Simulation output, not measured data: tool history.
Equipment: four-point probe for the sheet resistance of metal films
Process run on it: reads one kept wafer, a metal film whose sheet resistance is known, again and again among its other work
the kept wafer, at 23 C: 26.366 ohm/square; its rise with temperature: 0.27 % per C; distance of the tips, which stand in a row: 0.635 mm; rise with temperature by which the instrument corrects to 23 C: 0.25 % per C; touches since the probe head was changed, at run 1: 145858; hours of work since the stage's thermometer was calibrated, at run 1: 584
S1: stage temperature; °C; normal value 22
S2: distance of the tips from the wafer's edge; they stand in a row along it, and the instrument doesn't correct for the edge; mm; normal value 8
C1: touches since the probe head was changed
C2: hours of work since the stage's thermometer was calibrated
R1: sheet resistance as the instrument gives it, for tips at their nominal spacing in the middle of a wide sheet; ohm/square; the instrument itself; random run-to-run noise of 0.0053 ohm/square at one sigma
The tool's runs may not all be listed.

run	hour	S1	S2	C1	C2	R1
1	0	22	8	145858	584	26.45126
2	33.7	22	8	147570	610	26.456574
3	95.2	22	8	150694	657	26.464368
4	149.5	20	8	153456	699	26.457644
5	189.7	20	8	155498	730	26.438433
6	223.3	20	8	157205	756	26.440506
7	261.9	34	8	159168	786	26.520615
8	325.3	31	7	162388	835	26.524709
9	376.3	22	19	164979	874	26.388411
10	438.3	20	8	168132	922	26.441981
11	502.8	23	8	171410	972	26.46894
12	545.2	32	4	173563	1005	26.754372
13	592.4	29	8	175964	1041	26.491477
14	638.5	24	4	178307	1077	26.714584

Branching from run 14: 3 alternative next runs. What would each branch give?
A	712	25	60	182041	1133	?
B	712	24	6	182041	1133	?
C	712	25	18	182041	1133	?

run	R1
A	26.383354
B	26.537056
C	26.394046
The same runs, with their run-to-run variation unchanged, on a tool lacking any hidden condition would have given:
run	R1
A	26.378149
B	26.531822
C	26.388839
